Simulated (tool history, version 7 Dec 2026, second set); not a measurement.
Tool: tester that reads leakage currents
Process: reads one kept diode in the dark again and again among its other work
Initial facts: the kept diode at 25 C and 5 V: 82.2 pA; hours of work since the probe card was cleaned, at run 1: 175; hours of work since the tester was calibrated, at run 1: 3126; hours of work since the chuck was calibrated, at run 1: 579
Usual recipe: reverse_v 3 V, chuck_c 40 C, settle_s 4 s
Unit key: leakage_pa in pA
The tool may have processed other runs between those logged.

run	hour	reverse_v	chuck_c	settle_s	hours of work since the probe card was cleaned	hours of work since the tester was calibrated	hours of work since the chuck was calibrated	leakage_pa
1	0	3	40	4	175	3126	579	224.09
2	162.8	3	28	4	254	3204	658	82.41
3	406.9	3	40	4	372	3323	776	224.78
4	540.5	3	40	4	437	3387	841	223.09
5	699.5	3	40	4	514	3464	918	222.94
6	820.3	3	40	7.18	572	3523	976	223.36
7	1086.3	3	40	4	701	3652	1105	223.11
# hour 1198.3: chuck's temperature calibrated
# hour 1224.6: tester calibrated
8	1235.1	3.03	40	4	771	5	17	224.1
9	1523.5	3.03	40	4	911	145	157	225.15
10	1728	3.03	40	4	1010	244	256	225.66
11	1905.6	2.28	44	0.41	1096	330	342	266.48
12	2031	12.42	39	0.38	1157	391	402	443.47
13	2301.2	12.42	39	0.38	1287	521	533	445.81
14	2524.6	12.42	39	0.38	1396	630	641	441.13
15	2723.8	13.76	40	2.87	1492	726	738	496.71
16	2876.2	2.05	30	2.87	1566	800	812	80.08
17	3159.8	3	41	4	1703	937	949	242.31
18	3422.9	3	41	4	1831	1065	1076	242.95
# hour 3603.1: chuck's temperature calibrated
19	3603.1	15.27	41	0.48	1917	1151	0	578.36

Below are 4 alternative next runs, each starting from the tool's condition after run 19. Predict each:
A	3864.8	2.48	30	2.03	2044	1278	127	?
B	3864.8	3	40	0.8	2044	1278	127	?
C	3864.8	3	26	3.24	2044	1278	127	?
D	3864.8	4.53	41	0.48	2044	1278	127	?

run	leakage_pa
A	88.74
B	224.47
C	69.01
D	304.37
With no hidden state in the tool, these same runs would have given:
run	leakage_pa
A	88.73
B	224.47
C	68.99
D	304.37
